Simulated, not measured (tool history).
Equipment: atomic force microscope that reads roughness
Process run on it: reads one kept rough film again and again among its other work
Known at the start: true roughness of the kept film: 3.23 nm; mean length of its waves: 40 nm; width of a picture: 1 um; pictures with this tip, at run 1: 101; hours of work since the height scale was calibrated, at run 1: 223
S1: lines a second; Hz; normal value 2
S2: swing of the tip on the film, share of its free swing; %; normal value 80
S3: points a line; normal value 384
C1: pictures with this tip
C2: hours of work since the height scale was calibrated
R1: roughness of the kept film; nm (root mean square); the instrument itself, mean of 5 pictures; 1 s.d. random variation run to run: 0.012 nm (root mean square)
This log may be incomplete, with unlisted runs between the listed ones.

| run | hour | S1 | S2 | S3 | C1 | C2 | R1 |
|---|---|---|---|---|---|---|---|
| 1 | 0 | 2 | 80 | 384 | 101 | 223 | 2.904 |
| 2 | 25.7 | 2 | 80 | 384 | 148 | 239 | 2.901 |
| 3 | 53.2 | 2 | 80 | 384 | 197 | 257 | 2.904 |
|  | 80.1 | new tip fitted |
| 4 | 82.6 | 2 | 80 | 384 | 4 | 275 | 2.901 |
| 5 | 102.7 | 2 | 80 | 384 | 41 | 288 | 2.897 |
| 6 | 116.2 | 2 | 80 | 384 | 65 | 297 | 2.916 |
| 7 | 135.7 | 2 | 80 | 384 | 100 | 309 | 2.92 |
| 8 | 156.4 | 2 | 80 | 384 | 138 | 322 | 2.91 |
| 9 | 186.1 | 2 | 79 | 384 | 191 | 341 | 2.906 |
|  | 214.6 | new tip fitted |
| 10 | 214.6 | 2 | 79 | 384 | 0 | 359 | 2.904 |
| 11 | 230.4 | 2 | 80 | 384 | 28 | 369 | 2.912 |
| 12 | 261.2 | 2.64 | 80 | 384 | 84 | 389 | 2.859 |
| 13 | 278.8 | 2.64 | 80 | 384 | 116 | 400 | 2.837 |
| 14 | 306.6 | 2.64 | 80 | 384 | 166 | 418 | 2.848 |
| 15 | 319.3 | 0.76 | 80 | 384 | 189 | 426 | 3.025 |
| 16 | 336.7 | 2.52 | 87 | 384 | 220 | 437 | 2.778 |
|  | 349.1 | new tip fitted |
| 17 | 368 | 2.52 | 87 | 384 | 34 | 457 | 2.787 |
| 18 | 383.2 | 2.52 | 68 | 384 | 61 | 466 | 2.965 |
| 19 | 402.7 | 2.52 | 68 | 384 | 96 | 479 | 2.954 |
| 20 | 418.2 | 2.52 | 68 | 384 | 124 | 489 | 2.956 |
| 21 | 433.5 | 1.91 | 71 | 687 | 152 | 498 | 2.976 |
| 22 | 451 | 1.91 | 71 | 687 | 184 | 509 | 3.004 |
| 23 | 478.5 | 1.31 | 60 | 384 | 233 | 527 | 3.058 |
|  | 484.1 | new tip fitted |
| 24 | 504.1 | 0.93 | 75 | 384 | 36 | 543 | 3.001 |
| 25 | 534 | 1.68 | 63 | 382 | 90 | 562 | 3.041 |
| 26 | 563.7 | 2.32 | 73 | 382 | 144 | 581 | 2.914 |

Across each entry between runs, compare the hidden state at the last listed run before it with the hidden state at the first listed run after it:
Between runs 3 and 4: new tip fitted (hour 80.1)
  radius of the tip, nm: 5.3 -> 5
Between runs 9 and 10: new tip fitted (hour 214.6)
  radius of the tip, nm: 5.3 -> 5
Between runs 16 and 17: new tip fitted (hour 349.1)
  radius of the tip, nm: 5.4 -> 5.1
Between runs 23 and 24: new tip fitted (hour 484.1)
  radius of the tip, nm: 5.4 -> 5.1

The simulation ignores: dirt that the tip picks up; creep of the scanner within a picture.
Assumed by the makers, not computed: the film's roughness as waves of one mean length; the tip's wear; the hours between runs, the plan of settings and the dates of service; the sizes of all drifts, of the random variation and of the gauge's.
